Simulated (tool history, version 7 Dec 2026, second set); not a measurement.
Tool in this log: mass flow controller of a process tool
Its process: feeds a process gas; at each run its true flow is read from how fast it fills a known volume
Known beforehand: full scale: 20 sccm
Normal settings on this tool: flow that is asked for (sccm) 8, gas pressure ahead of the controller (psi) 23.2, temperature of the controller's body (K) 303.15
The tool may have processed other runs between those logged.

| run | hour | flow that is asked for (sccm) | gas pressure ahead of the controller (psi) | temperature of the controller's body (K) | true flow (%) |
|---|---|---|---|---|---|
| 1 | 0 | 8 | 23.2 | 303.15 | 103.92 |
| 2 | 223.7 | 8 | 23.2 | 303.15 | 103.97 |
| 3 | 470.4 | 7 | 23.2 | 303.15 | 104.34 |
|  | 694.5 | controller exchanged for a calibrated one |
| 4 | 841.3 | 7 | 23.2 | 303.15 | 98.55 |
| 5 | 1226.9 | 8 | 32.9 | 303.15 | 98.78 |
| 6 | 1533 | 8 | 23.2 | 303.15 | 98.98 |
| 7 | 1708.6 | 8 | 23.2 | 303.15 | 99.1 |
| 8 | 1930.3 | 8 | 23.2 | 310.15 | 98.72 |
| 9 | 2231.1 | 8 | 23.2 | 310.15 | 98.96 |
| 10 | 2588.1 | 18 | 26 | 295.15 | 100.9 |
| 11 | 2801.7 | 13 | 30.9 | 305.15 | 99.83 |
| 12 | 2981.7 | 8 | 22.9 | 303.15 | 99.93 |
| 13 | 3306 | 5 | 23.6 | 294.15 | 100.95 |

Alternative continuations, all from the tool just after run 13; predict every row:
| A | 3462.6 | 3 | 27.4 | 303.15 | ? |
| B | 3462.6 | 14 | 23.6 | 312.15 | ? |
| C | 3462.6 | 5 | 24.9 | 313.15 | ? |
| D | 3462.6 | 3 | 21 | 294.15 | ? |

| run | true flow (%) |
|---|---|
| A | 101.24 |
| B | 99.84 |
| C | 99.84 |
| D | 101.93 |
Stripped of hidden state, with their random variation kept, the same runs would have yielded:
| run | true flow (%) |
|---|---|
| A | 97.92 |
| B | 98.52 |
| C | 97.54 |
| D | 98.61 |
